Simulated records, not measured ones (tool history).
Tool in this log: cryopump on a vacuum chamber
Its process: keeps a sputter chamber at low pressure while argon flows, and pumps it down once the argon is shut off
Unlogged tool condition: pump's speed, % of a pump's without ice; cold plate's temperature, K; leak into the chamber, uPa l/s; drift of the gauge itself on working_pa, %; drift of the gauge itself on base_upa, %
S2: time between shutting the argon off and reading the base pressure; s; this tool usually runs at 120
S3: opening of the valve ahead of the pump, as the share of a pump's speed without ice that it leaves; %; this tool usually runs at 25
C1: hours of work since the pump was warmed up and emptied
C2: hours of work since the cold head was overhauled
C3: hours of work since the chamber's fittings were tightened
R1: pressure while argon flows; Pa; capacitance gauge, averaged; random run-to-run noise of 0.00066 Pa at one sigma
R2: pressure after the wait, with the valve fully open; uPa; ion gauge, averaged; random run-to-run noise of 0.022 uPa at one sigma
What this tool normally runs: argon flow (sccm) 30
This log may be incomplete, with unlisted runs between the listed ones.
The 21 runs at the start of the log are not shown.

{"run": 22, "hour": 264.5, "argon flow (sccm)": 40, "S2": 48, "S3": 25, "C1": 664, "C2": 664, "C3": 1546, "R1": 0.1558, "R2": 1.73}
{"run": 23, "hour": 276.8, "argon flow (sccm)": 16, "S2": 27, "S3": 30, "C1": 672, "C2": 672, "C3": 1554, "R1": 0.0521, "R2": 2.59}
{"run": 24, "hour": 289.3, "argon flow (sccm)": 16, "S2": 188, "S3": 32, "C1": 681, "C2": 681, "C3": 1563, "R1": 0.0496, "R2": 1.03}
{"run": 25, "hour": 297.3, "argon flow (sccm)": 16, "S2": 122, "S3": 32, "C1": 686, "C2": 686, "C3": 1568, "R1": 0.0493, "R2": 1.13}
{"run": 26, "hour": 306.3, "argon flow (sccm)": 16, "S2": 122, "S3": 32, "C1": 692, "C2": 692, "C3": 1574, "R1": 0.051, "R2": 1.14}
{"run": 27, "hour": 323.7, "argon flow (sccm)": 12, "S2": 187, "S3": 49, "C1": 704, "C2": 704, "C3": 1586, "R1": 0.026, "R2": 1}
{"run": 28, "hour": 336.5, "argon flow (sccm)": 47, "S2": 70, "S3": 49, "C1": 713, "C2": 713, "C3": 1595, "R1": 0.1033, "R2": 1.47}
{"run": 29, "hour": 345.0, "argon flow (sccm)": 47, "S2": 70, "S3": 49, "C1": 719, "C2": 719, "C3": 1601, "R1": 0.1031, "R2": 1.47}
{"run": 30, "hour": 360.9, "argon flow (sccm)": 47, "S2": 70, "S3": 49, "C1": 730, "C2": 730, "C3": 1611, "R1": 0.1028, "R2": 1.51}
{"run": 31, "hour": 378.5, "argon flow (sccm)": 47, "S2": 70, "S3": 49, "C1": 742, "C2": 742, "C3": 1623, "R1": 0.1037, "R2": 1.52}
{"run": 32, "hour": 389.1, "argon flow (sccm)": 47, "S2": 54, "S3": 49, "C1": 749, "C2": 749, "C3": 1631, "R1": 0.1039, "R2": 1.71}
{"run": 33, "hour": 405.3, "argon flow (sccm)": 19, "S2": 55, "S3": 49, "C1": 760, "C2": 760, "C3": 1642, "R1": 0.0429, "R2": 1.68}
{"hour": 418.5, "done": "pump warmed up, emptied and cooled again"}
{"run": 34, "hour": 426.5, "argon flow (sccm)": 20, "S2": 65, "S3": 58, "C1": 5, "C2": 771, "C3": 1653, "R1": 0.031, "R2": 1.4}

Alternative continuations, all from the tool just after run 34; predict every row:
{"run": "A", "hour": 443.9, "argon flow (sccm)": 20, "S2": 119, "S3": 58, "C1": 17, "C2": 783, "C3": 1665, "R1": "?", "R2": "?"}
{"run": "B", "hour": 443.9, "argon flow (sccm)": 47, "S2": 199, "S3": 53, "C1": 17, "C2": 783, "C3": 1665, "R1": "?", "R2": "?"}
{"run": "C", "hour": 443.9, "argon flow (sccm)": 48, "S2": 120, "S3": 25, "C1": 17, "C2": 783, "C3": 1665, "R1": "?", "R2": "?"}

run=A R1=0.0311 R2=1.01
run=B R1=0.0801 R2=0.8
run=C R1=0.1718 R2=1.04
Without the tool's hidden state the same runs would have given:
run=A R1=0.0307 R2=0.59
run=B R1=0.0793 R2=0.37
run=C R1=0.171 R2=0.62
